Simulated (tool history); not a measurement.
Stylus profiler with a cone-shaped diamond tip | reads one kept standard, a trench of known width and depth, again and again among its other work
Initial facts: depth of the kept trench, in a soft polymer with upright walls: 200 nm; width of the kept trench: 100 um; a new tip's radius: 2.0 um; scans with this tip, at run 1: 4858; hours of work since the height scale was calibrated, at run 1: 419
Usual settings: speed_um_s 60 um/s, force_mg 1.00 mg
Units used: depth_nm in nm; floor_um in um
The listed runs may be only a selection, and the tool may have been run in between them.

run   hour  speed_um_s  force_mg  scans with this tip  hours of work since the height scale was calibrated  depth_nm  floor_um
  1    0.0          60      1.00                 4858                                                  419    201.11     97.57
  2   19.9          60      1.00                 4973                                                  429    201.36     97.56
  3   30.7          60      1.00                 5035                                                  434    201.41     97.52
  4   40.1          60      1.00                 5090                                                  439    201.31     97.58
  5   52.0          87      1.00                 5158                                                  445    201.46     97.33
  6   64.7          60      0.80                 5232                                                  451    201.13     97.51
  7   84.0          60      0.80                 5343                                                  461    201.26     97.55
  8   98.6          19      0.80                 5427                                                  468    201.11     97.86
  9  117.1          60      1.00                 5535                                                  477    201.39     97.53
 10  126.3          60      1.00                 5588                                                  482    201.27     97.63
 11  148.3          81      0.57                 5715                                                  493    200.92     97.25
     150.4  -- height scale calibrated on a step standard
 12  165.0          81      0.57                 5809                                                    7    201.34     97.14
 13  177.4          62      2.79                 5880                                                   13    202.68     97.70
 14  197.5          19      0.99                 5996                                                   23    201.74     97.87
     205.5  -- height scale calibrated on a step standard, once more
 15  218.1          19      0.99                 6113                                                    6    200.93     97.84
 16  229.6          19      1.47                 6179                                                   12    201.33     97.87
 17  243.0          75      0.45                 6256                                                   19    200.54     97.17
 18  263.4          24      0.93                 6374                                                   29    200.87     97.81
 19  277.0          51      0.46                 6453                                                   36    200.59     97.43

Describe how what the log doesn't record of the tool's condition differs between the last listed run preceding each entry between runs and the first listed run following it.
Between runs 11 and 12: height scale calibrated on a step standard (hour 150.4)
  radius of the tip, um: 2.59 -> 2.6; height scale over the true one, %: 0.218 -> 0.344
  measured less the result without the state, depth_nm: +0.44 -> +0.69 nm; floor_um: -0.25 -> -0.26 um
Between runs 14 and 15: height scale calibrated on a step standard, once more (hour 205.5)
  radius of the tip, um: 2.61 -> 2.62; height scale over the true one, %: 0.351 -> 0.002
  measured less the result without the state, depth_nm: +0.71 -> +0.00 nm; floor_um: -0.26 -> -0.27 um

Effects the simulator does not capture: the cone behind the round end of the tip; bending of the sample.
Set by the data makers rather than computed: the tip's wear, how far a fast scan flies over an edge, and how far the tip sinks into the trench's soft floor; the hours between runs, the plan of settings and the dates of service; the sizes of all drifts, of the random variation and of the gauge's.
